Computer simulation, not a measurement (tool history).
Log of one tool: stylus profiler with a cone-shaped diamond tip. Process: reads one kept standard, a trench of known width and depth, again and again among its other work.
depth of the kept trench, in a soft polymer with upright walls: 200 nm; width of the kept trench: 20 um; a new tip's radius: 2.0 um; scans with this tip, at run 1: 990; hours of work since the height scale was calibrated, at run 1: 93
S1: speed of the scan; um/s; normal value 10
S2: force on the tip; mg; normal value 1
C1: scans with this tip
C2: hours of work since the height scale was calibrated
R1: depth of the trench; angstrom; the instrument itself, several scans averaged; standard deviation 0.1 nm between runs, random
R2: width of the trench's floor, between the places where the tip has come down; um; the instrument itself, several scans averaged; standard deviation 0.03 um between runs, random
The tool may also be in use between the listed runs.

Run 1, hour 0: usual settings; C1 990; C2 93. Result: R1 2017.7 angstrom, R2 18.02 um.
Run 2, hour 72.8: usual settings but S2 2.44 mg; C1 1457; C2 137. Result: R1 2032.7 angstrom, R2 18.02 um.
Run 3, hour 148.9: usual settings but S2 2.19 mg; C1 1945; C2 183. Result: R1 2029.4 angstrom, R2 18.02 um.
Run 4, hour 248.1: usual settings but S2 2.19 mg; C1 2582; C2 244. Result: R1 2030.7 angstrom, R2 17.88 um.
Run 5, hour 368.1: usual settings but S2 2.19 mg; C1 3352; C2 316. Result: R1 2030.5 angstrom, R2 17.84 um.
Run 6, hour 476.6: usual settings but S2 2.88 mg; C1 4049; C2 382. Result: R1 2038.9 angstrom, R2 17.83 um.
Run 7, hour 553.1: usual settings but S2 2.88 mg; C1 4540; C2 428. Result: R1 2037.8 angstrom, R2 17.72 um.
Run 8, hour 645.2: usual settings but S2 2.88 mg; C1 5131; C2 484. Result: R1 2038.6 angstrom, R2 17.65 um.
Run 9, hour 737.4: usual settings but S1 27 um/s; C1 5723; C2 540. Result: R1 2020.7 angstrom, R2 17.44 um.
Run 10, hour 807.3: usual settings but S1 27 um/s; C1 6171; C2 582. Result: R1 2022.1 angstrom, R2 17.41 um.
Run 11, hour 923.2: usual settings but S1 27 um/s; C1 6916; C2 652. Result: R1 2021.4 angstrom, R2 17.3 um.
Run 12, hour 1010.6: usual settings but S1 27 um/s; C1 7477; C2 705. Result: R1 2021.8 angstrom, R2 17.29 um.
Run 13, hour 1063.2: usual settings but S1 27 um/s; C1 7814; C2 737. Result: R1 2022.1 angstrom, R2 17.21 um.
Run 14, hour 1179.3: usual settings but S1 27 um/s; C1 8559; C2 807. Result: R1 2022.8 angstrom, R2 17.21 um.
Run 15, hour 1295.7: usual settings but S1 40 um/s, S2 0.64 mg; C1 9306; C2 878. Result: R1 2017.6 angstrom, R2 17 um.
Run 16, hour 1414.4: usual settings but S1 2 um/s, S2 0.64 mg; C1 10069; C2 950. Result: R1 2021 angstrom, R2 17.3 um.
Run 17, hour 1534.1: usual settings but S1 9 um/s, S2 0.99 mg; C1 10837; C2 1022. Result: R1 2023.6 angstrom, R2 17.19 um.
Run 18, hour 1638.2: usual settings but S1 14 um/s, S2 0.99 mg; C1 11505; C2 1085. Result: R1 2024.1 angstrom, R2 17.09 um.
Run 19, hour 1749.7: usual settings but S1 3 um/s, S2 0.99 mg; C1 12221; C2 1153. Result: R1 2024.5 angstrom, R2 17.17 um.
Run 20, hour 1832.7: usual settings but S1 18 um/s, S2 0.46 mg; C1 12754; C2 1203. Result: R1 2016 angstrom, R2 16.89 um.
Run 21, hour 1901: usual settings but S1 18 um/s, S2 0.46 mg; C1 13192; C2 1244. Result: R1 2019.1 angstrom, R2 16.86 um.
Run 22, hour 2014.1: usual settings but S1 12 um/s, S2 1.13 mg; C1 13918; C2 1313. Result: R1 2025 angstrom, R2 16.93 um.
Run 23, hour 2099.1: usual settings but S1 16 um/s, S2 0.62 mg; C1 14463; C2 1364. Result: R1 2023.1 angstrom, R2 16.78 um.
Run 24, hour 2160.1: usual settings but S1 14 um/s, S2 0.65 mg; C1 14855; C2 1401. Result: R1 2021.7 angstrom, R2 16.8 um.
Run 25, hour 2256.3: usual settings but S1 12 um/s, S2 1.15 mg; C1 15472; C2 1459. Result: R1 2030.2 angstrom, R2 16.9 um.
Run 26, hour 2338.7: usual settings but S1 31 um/s, S2 2.37 mg; C1 16001; C2 1509. Result: R1 2041.9 angstrom, R2 16.72 um.
Run 27, hour 2446.6: usual settings but S1 31 um/s, S2 2.37 mg; C1 16694; C2 1574. Result: R1 2041 angstrom, R2 16.65 um.

Alternative continuations, all from the tool just after run 27; predict every row:
Run A, hour 2501.3: usual settings but S1 13 um/s, S2 2.37 mg; C1 17045; C2 1608. Result: R1 ?, R2 ?.
Run B, hour 2501.3: usual settings but S1 2 um/s, S2 1.55 mg; C1 17045; C2 1608. Result: R1 ?, R2 ?.
Run C, hour 2501.3: usual settings but S2 1.48 mg; C1 17045; C2 1608. Result: R1 ?, R2 ?.

run      R1     R2
  A  2041.5  16.75
  B  2034.9  16.82
  C  2033.8   16.8
Stripped of hidden state, with their random variation kept, the same runs would have yielded:
run      R1     R2
  A  2031.1  18.18
  B  2024.5  18.25
  C  2023.4  18.23
